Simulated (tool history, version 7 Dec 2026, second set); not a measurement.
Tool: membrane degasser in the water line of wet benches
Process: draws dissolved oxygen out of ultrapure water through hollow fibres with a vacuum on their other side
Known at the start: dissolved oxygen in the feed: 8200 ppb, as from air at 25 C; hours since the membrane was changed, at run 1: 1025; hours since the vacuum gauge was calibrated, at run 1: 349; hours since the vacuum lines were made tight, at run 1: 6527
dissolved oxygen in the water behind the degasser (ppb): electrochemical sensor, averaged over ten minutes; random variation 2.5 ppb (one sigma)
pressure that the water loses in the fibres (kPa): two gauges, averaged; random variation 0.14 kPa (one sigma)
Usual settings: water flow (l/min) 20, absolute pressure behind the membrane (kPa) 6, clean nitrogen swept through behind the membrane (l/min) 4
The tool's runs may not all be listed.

run	hour	water flow (l/min)	absolute pressure behind the membrane (kPa)	clean nitrogen swept through behind the membrane (l/min)	hours since the membrane was changed	hours since the vacuum gauge was calibrated	hours since the vacuum lines were made tight	dissolved oxygen in the water behind the degasser (ppb)	pressure that the water loses in the fibres (kPa)
1	0	20	6	4	1025	349	6527	249.5	36.68
2	97	20	4.74	4	1122	446	6624	232.2	36.53
3	159.6	20	4.74	4	1184	509	6687	235.2	36.8
4	275.9	20	4.74	4	1300	625	6803	232.4	36.74
5	388.7	20	4.74	5.04	1413	738	6916	230.3	36.6
6	464.1	19	4.74	5.04	1489	813	6991	206	34.61
7	575.7	19	4.74	5.04	1600	925	7103	212.6	34.79
8	635	20	6	3.31	1660	984	7162	256.3	36.34
9	742	28	6	4	1767	1091	7269	442.8	50.79
10	862.7	19	4.83	3.31	1887	1212	7390	223.1	34.48
11	948.4	19	4.83	3.31	1973	1297	7475	216.1	34.3
12	1008.5	16	14.89	2.24	2033	1358	7536	322.5	29.02
13	1085.5	16	4.05	11.68	2110	1434	7612	140.4	28.82
14	1199.1	16	4.05	11.68	2224	1548	7726	137.3	28.69
15	1298.3	24	6	2.5	2323	1647	7825	361.9	43.18
16	1373.9	24	6	2.5	2398	1723	7901	372.1	43.24
17	1423.4	26	4.83	1.88	2448	1772	7950	398.2	46.51
18	1511.4	12	4.68	10.73	2536	1860	8038	72.5	21.46

Forecast each of these 5 alternatives for the next run:
A	1608.8	19	6	3.31	2633	1958	8136	?	?
B	1608.8	17	4.68	6.39	2633	1958	8136	?	?
C	1608.8	20	6.73	2.83	2633	1958	8136	?	?
D	1608.8	21	6	9.52	2633	1958	8136	?	?
E	1608.8	27	9.48	10.73	2633	1958	8136	?	?

run	dissolved oxygen in the water behind the degasser (ppb)	pressure that the water loses in the fibres (kPa)
A	234	34.21
B	163.5	30.58
C	278.1	35.89
D	256.2	37.52
E	408.8	48.13
Without the tool's hidden state the same runs would have given:
run	dissolved oxygen in the water behind the degasser (ppb)	pressure that the water loses in the fibres (kPa)
A	233.8	35.16
B	163.3	31.42
C	277.8	36.88
D	256	38.56
E	408.5	49.47

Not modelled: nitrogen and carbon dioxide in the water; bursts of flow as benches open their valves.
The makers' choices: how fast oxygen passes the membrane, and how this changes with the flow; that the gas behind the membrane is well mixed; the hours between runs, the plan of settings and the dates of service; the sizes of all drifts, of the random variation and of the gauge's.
